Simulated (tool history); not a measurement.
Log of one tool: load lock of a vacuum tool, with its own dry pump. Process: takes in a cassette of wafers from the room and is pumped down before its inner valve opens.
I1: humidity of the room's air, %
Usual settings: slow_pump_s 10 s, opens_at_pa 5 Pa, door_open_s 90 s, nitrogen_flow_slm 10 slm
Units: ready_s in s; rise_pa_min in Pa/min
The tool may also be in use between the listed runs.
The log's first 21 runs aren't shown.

Run 22, hour 1973.2: usual settings but opens_at_pa 6 Pa; I1 43.2. Result: ready_s 20.7 s, rise_pa_min 0.069 Pa/min.
Run 23, hour 2058.7: usual settings but slow_pump_s 8 s, opens_at_pa 6 Pa; I1 48.2. Result: ready_s 19 s, rise_pa_min 0.075 Pa/min.
Run 24, hour 2161.3: usual settings but door_open_s 55 s; I1 44.5. Result: ready_s 21 s, rise_pa_min 0.062 Pa/min.
Run 25, hour 2232.3: usual settings but door_open_s 55 s; I1 46. Result: ready_s 21.2 s, rise_pa_min 0.059 Pa/min.
Run 26, hour 2358.7: usual settings but slow_pump_s 5 s, door_open_s 55 s; I1 46.6. Result: ready_s 16.7 s, rise_pa_min 0.059 Pa/min.
Run 27, hour 2454.9: usual settings but door_open_s 47 s; I1 44.9. Result: ready_s 21.2 s, rise_pa_min 0.059 Pa/min.
Run 28, hour 2553.3: usual settings but slow_pump_s 11 s, door_open_s 32 s, nitrogen_flow_slm 9 slm; I1 47.8. Result: ready_s 22.5 s, rise_pa_min 0.044 Pa/min.
Run 29, hour 2628.4: usual settings but slow_pump_s 11 s, door_open_s 32 s, nitrogen_flow_slm 9 slm; I1 43.6. Result: ready_s 22 s, rise_pa_min 0.047 Pa/min.
Run 30, hour 2718.2: usual settings but slow_pump_s 11 s, door_open_s 32 s, nitrogen_flow_slm 9 slm; I1 44.8. Result: ready_s 22.1 s, rise_pa_min 0.057 Pa/min.
Run 31, hour 2818.9: usual settings but slow_pump_s 11 s, door_open_s 32 s, nitrogen_flow_slm 9 slm; I1 40.6. Result: ready_s 22.1 s, rise_pa_min 0.052 Pa/min.
Run 32, hour 2876.4: usual settings but slow_pump_s 11 s, opens_at_pa 8 Pa, door_open_s 32 s, nitrogen_flow_slm 9 slm; I1 43.9. Result: ready_s 21 s, rise_pa_min 0.052 Pa/min.
Run 33, hour 2958.6: usual settings but slow_pump_s 11 s, door_open_s 55 s, nitrogen_flow_slm 9 slm; I1 44.1. Result: ready_s 22.2 s, rise_pa_min 0.066 Pa/min.
Run 34, hour 3040.7: usual settings but slow_pump_s 11 s, door_open_s 55 s, nitrogen_flow_slm 9 slm; I1 46.3. Result: ready_s 21.9 s, rise_pa_min 0.069 Pa/min.
Run 35, hour 3130.9: usual settings but slow_pump_s 7 s, door_open_s 133 s, nitrogen_flow_slm 6 slm; I1 41.9. Result: ready_s 19 s, rise_pa_min 0.105 Pa/min.
Run 36, hour 3243.5: usual settings but slow_pump_s 5 s, door_open_s 133 s, nitrogen_flow_slm 6 slm; I1 50.5. Result: ready_s 17.3 s, rise_pa_min 0.123 Pa/min.
Run 37, hour 3336.3: usual settings but slow_pump_s 7 s, nitrogen_flow_slm 25 slm; I1 47.2. Result: ready_s 19.3 s, rise_pa_min 0.06 Pa/min.
Run 38, hour 3398.3: usual settings but door_open_s 29 s, nitrogen_flow_slm 25 slm; I1 45.6. Result: ready_s 21.6 s, rise_pa_min 0.043 Pa/min.

Forecast each of these 3 alternatives for the next run:
Run A, hour 3490.9: usual settings but opens_at_pa 6 Pa, door_open_s 109 s; I1 46.7. Result: ready_s ?, rise_pa_min ?.
Run B, hour 3490.9: usual settings but opens_at_pa 7 Pa; I1 43.9. Result: ready_s ?, rise_pa_min ?.
Run C, hour 3490.9: usual settings but door_open_s 163 s, nitrogen_flow_slm 25 slm; I1 44. Result: ready_s ?, rise_pa_min ?.

run  ready_s  rise_pa_min
  A     21.3        0.095
  B     21.3        0.089
  C     21.4        0.083
Without the tool's hidden state the same runs would have given:
run  ready_s  rise_pa_min
  A     19.6        0.072
  B     19.6        0.067
  C     19.6        0.061
